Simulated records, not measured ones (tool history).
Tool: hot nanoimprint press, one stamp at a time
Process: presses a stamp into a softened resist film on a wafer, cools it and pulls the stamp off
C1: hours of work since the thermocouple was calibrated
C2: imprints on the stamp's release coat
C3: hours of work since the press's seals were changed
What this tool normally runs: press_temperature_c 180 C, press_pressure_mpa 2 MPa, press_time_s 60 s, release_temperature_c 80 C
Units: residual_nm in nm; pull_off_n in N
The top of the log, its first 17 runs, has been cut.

{"run": 18, "hour": 153.5, "press_temperature_c": 180, "press_pressure_mpa": 1.68, "press_time_s": 60, "release_temperature_c": 80, "C1": 291, "C2": 428, "C3": 244, "residual_nm": 217.4, "pull_off_n": 236}
{"run": 19, "hour": 164.5, "press_temperature_c": 180, "press_pressure_mpa": 1.68, "press_time_s": 60, "release_temperature_c": 80, "C1": 297, "C2": 465, "C3": 249, "residual_nm": 218.2, "pull_off_n": 241}
{"run": 20, "hour": 174.8, "press_temperature_c": 180, "press_pressure_mpa": 1.68, "press_time_s": 60, "release_temperature_c": 80, "C1": 302, "C2": 499, "C3": 255, "residual_nm": 215.2, "pull_off_n": 237}
{"run": 21, "hour": 181.2, "press_temperature_c": 169, "press_pressure_mpa": 1.56, "press_time_s": 60, "release_temperature_c": 80, "C1": 305, "C2": 521, "C3": 258, "residual_nm": 336.9, "pull_off_n": 242}
{"run": 22, "hour": 191.3, "press_temperature_c": 169, "press_pressure_mpa": 1.56, "press_time_s": 102, "release_temperature_c": 84, "C1": 310, "C2": 555, "C3": 263, "residual_nm": 306.2, "pull_off_n": 235}
{"run": 23, "hour": 197.1, "press_temperature_c": 169, "press_pressure_mpa": 1.56, "press_time_s": 102, "release_temperature_c": 84, "C1": 313, "C2": 574, "C3": 266, "residual_nm": 309.9, "pull_off_n": 231}
{"run": 24, "hour": 201.9, "press_temperature_c": 169, "press_pressure_mpa": 1.56, "press_time_s": 102, "release_temperature_c": 84, "C1": 316, "C2": 590, "C3": 268, "residual_nm": 309, "pull_off_n": 226}
{"run": 25, "hour": 210.7, "press_temperature_c": 169, "press_pressure_mpa": 1.56, "press_time_s": 102, "release_temperature_c": 84, "C1": 320, "C2": 619, "C3": 273, "residual_nm": 308.2, "pull_off_n": 230}
{"run": 26, "hour": 220.7, "press_temperature_c": 188, "press_pressure_mpa": 2.34, "press_time_s": 32, "release_temperature_c": 71, "C1": 325, "C2": 653, "C3": 278, "residual_nm": 158.3, "pull_off_n": 287}
{"run": 27, "hour": 231.8, "press_temperature_c": 177, "press_pressure_mpa": 2.47, "press_time_s": 36, "release_temperature_c": 65, "C1": 331, "C2": 690, "C3": 284, "residual_nm": 256.5, "pull_off_n": 294}
{"run": 28, "hour": 237.5, "press_temperature_c": 180, "press_pressure_mpa": 1.78, "press_time_s": 58, "release_temperature_c": 80, "C1": 334, "C2": 709, "C3": 286, "residual_nm": 213, "pull_off_n": 250}
{"run": 29, "hour": 247.4, "press_temperature_c": 170, "press_pressure_mpa": 1.78, "press_time_s": 58, "release_temperature_c": 80, "C1": 339, "C2": 742, "C3": 291, "residual_nm": 320.9, "pull_off_n": 253}
{"run": 30, "hour": 254.2, "press_temperature_c": 170, "press_pressure_mpa": 2.7, "press_time_s": 58, "release_temperature_c": 65, "C1": 342, "C2": 764, "C3": 295, "residual_nm": 294.5, "pull_off_n": 310}

What if the next run were any one of these 3? Each begins from the tool's condition after run 30:
{"run": "A", "hour": 262.9, "press_temperature_c": 172, "press_pressure_mpa": 2, "press_time_s": 60, "release_temperature_c": 77, "C1": 347, "C2": 794, "C3": 299, "residual_nm": "?", "pull_off_n": "?"}
{"run": "B", "hour": 262.9, "press_temperature_c": 170, "press_pressure_mpa": 2.89, "press_time_s": 58, "release_temperature_c": 65, "C1": 347, "C2": 794, "C3": 299, "residual_nm": "?", "pull_off_n": "?"}
{"run": "C", "hour": 262.9, "press_temperature_c": 170, "press_pressure_mpa": 2, "press_time_s": 57, "release_temperature_c": 80, "C1": 347, "C2": 794, "C3": 299, "residual_nm": "?", "pull_off_n": "?"}

run=A residual_nm=292.3 pull_off_n=271
run=B residual_nm=288.5 pull_off_n=318
run=C residual_nm=314.7 pull_off_n=249
With the hidden condition removed and each run's random variation left untouched, the same runs would have given:
run=A residual_nm=304.5 pull_off_n=229
run=B residual_nm=300.7 pull_off_n=268
run=C residual_nm=325.5 pull_off_n=210
